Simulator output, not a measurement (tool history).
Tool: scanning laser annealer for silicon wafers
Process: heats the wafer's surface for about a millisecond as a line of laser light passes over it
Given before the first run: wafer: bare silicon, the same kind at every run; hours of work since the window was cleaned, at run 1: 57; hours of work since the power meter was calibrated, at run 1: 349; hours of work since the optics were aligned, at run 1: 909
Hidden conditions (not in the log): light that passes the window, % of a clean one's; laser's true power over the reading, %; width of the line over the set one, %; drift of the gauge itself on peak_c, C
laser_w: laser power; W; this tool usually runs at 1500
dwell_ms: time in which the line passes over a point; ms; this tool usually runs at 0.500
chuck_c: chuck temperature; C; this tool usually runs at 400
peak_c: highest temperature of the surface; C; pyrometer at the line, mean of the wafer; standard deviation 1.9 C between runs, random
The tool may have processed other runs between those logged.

| run | day | laser_w | dwell_ms | chuck_c | hours of work since the window was cleaned | hours of work since the power meter was calibrated | hours of work since the optics were aligned | peak_c |
|---|---|---|---|---|---|---|---|---|
| 1 | 0.000 | 1500 | 0.500 | 400 | 57 | 349 | 909 | 1168 |
| 2 | 1.125 | 1500 | 0.500 | 400 | 76 | 368 | 929 | 1171 |
| 3 | 2.079 | 1500 | 0.500 | 400 | 92 | 384 | 945 | 1167 |
| 4 | 4.062 | 1500 | 0.500 | 400 | 127 | 419 | 979 | 1161 |
| 5 | 5.738 | 1500 | 0.531 | 400 | 155 | 447 | 1008 | 1187 |
| 6 | 6.642 | 1500 | 0.362 | 400 | 171 | 463 | 1024 | 1055 |
| 7 | 7.862 | 1500 | 0.362 | 400 | 192 | 484 | 1045 | 1051 |
| 8 | 9.712 | 1500 | 0.551 | 400 | 224 | 516 | 1077 | 1195 |
| 9 | 11.092 | 1500 | 0.500 | 400 | 248 | 540 | 1100 | 1158 |
| 10 | 12.775 | 1500 | 0.500 | 400 | 277 | 569 | 1130 | 1153 |
| 11 | 13.817 | 1500 | 0.357 | 400 | 295 | 587 | 1148 | 1043 |
| 12 | 15.100 | 1500 | 0.500 | 400 | 317 | 609 | 1170 | 1153 |
| 13 | 16.488 | 1500 | 0.500 | 400 | 341 | 633 | 1194 | 1152 |
| 14 | 17.808 | 1500 | 0.500 | 400 | 364 | 656 | 1216 | 1150 |
| 15 | 19.096 | 1500 | 0.500 | 400 | 386 | 678 | 1239 | 1147 |
| 16 | 20.067 | 1500 | 0.500 | 421 | 403 | 695 | 1255 | 1169 |
|  | 20.233 | window over the wafer cleaned |
| 17 | 21.292 | 1500 | 0.500 | 373 | 18 | 714 | 1275 | 1134 |
| 18 | 22.388 | 1500 | 0.500 | 400 | 37 | 733 | 1294 | 1159 |
| 19 | 24.358 | 1500 | 0.500 | 400 | 71 | 767 | 1328 | 1161 |
| 20 | 25.171 | 1500 | 0.500 | 400 | 85 | 781 | 1342 | 1160 |
| 21 | 26.812 | 1500 | 0.500 | 400 | 113 | 809 | 1370 | 1158 |
| 22 | 28.517 | 1410 | 0.458 | 435 | 143 | 839 | 1400 | 1107 |
| 23 | 30.442 | 1508 | 0.450 | 435 | 176 | 872 | 1433 | 1157 |
| 24 | 32.317 | 1377 | 0.395 | 404 | 208 | 904 | 1465 | 1006 |
| 25 | 33.379 | 1377 | 0.569 | 404 | 227 | 923 | 1483 | 1125 |
| 26 | 34.821 | 1377 | 0.569 | 404 | 252 | 948 | 1508 | 1117 |
|  | 35.208 | optics aligned, line set to its width |
| 27 | 36.262 | 1628 | 0.567 | 400 | 273 | 969 | 18 | 1272 |
| 28 | 37.738 | 1628 | 0.580 | 435 | 298 | 994 | 44 | 1308 |
| 29 | 39.329 | 1601 | 0.588 | 374 | 326 | 1022 | 71 | 1239 |
| 30 | 40.442 | 1527 | 0.588 | 417 | 345 | 1041 | 90 | 1234 |
| 31 | 41.983 | 1325 | 0.560 | 382 | 371 | 1067 | 117 | 1042 |
| 32 | 43.412 | 1500 | 0.478 | 400 | 396 | 1092 | 142 | 1111 |
|  | 43.917 | window over the wafer cleaned |
| 33 | 44.875 | 1480 | 0.414 | 385 | 17 | 1116 | 165 | 1062 |
| 34 | 45.771 | 1646 | 0.463 | 401 | 32 | 1131 | 181 | 1216 |
|  | 47.329 | optics aligned, line set to its width, once more |
| 35 | 47.412 | 1603 | 0.424 | 416 | 57 | 1156 | 1 | 1190 |
| 36 | 48.488 | 1335 | 0.613 | 400 | 75 | 1175 | 20 | 1130 |
| 37 | 49.842 | 1335 | 0.613 | 400 | 99 | 1198 | 43 | 1129 |
| 38 | 51.596 | 1373 | 0.613 | 400 | 129 | 1228 | 74 | 1153 |
| 39 | 53.454 | 1617 | 0.500 | 383 | 161 | 1260 | 106 | 1221 |
| 40 | 54.808 | 1617 | 0.500 | 383 | 184 | 1284 | 129 | 1222 |
| 41 | 56.717 | 1464 | 0.500 | 383 | 217 | 1317 | 162 | 1122 |

3 options for the next run, each taken on its own from the tool as it stands now. Forecast them:
| A | 58.492 | 1571 | 0.500 | 400 | 248 | 1347 | 193 | ? |
| B | 58.492 | 1500 | 0.599 | 388 | 248 | 1347 | 193 | ? |
| C | 58.492 | 1370 | 0.500 | 418 | 248 | 1347 | 193 | ? |

| run | peak_c |
|---|---|
| A | 1204 |
| B | 1214 |
| C | 1094 |
Stripped of hidden state, with their random variation kept, the same runs would have yielded:
| run | peak_c |
|---|---|
| A | 1232 |
| B | 1243 |
| C | 1118 |
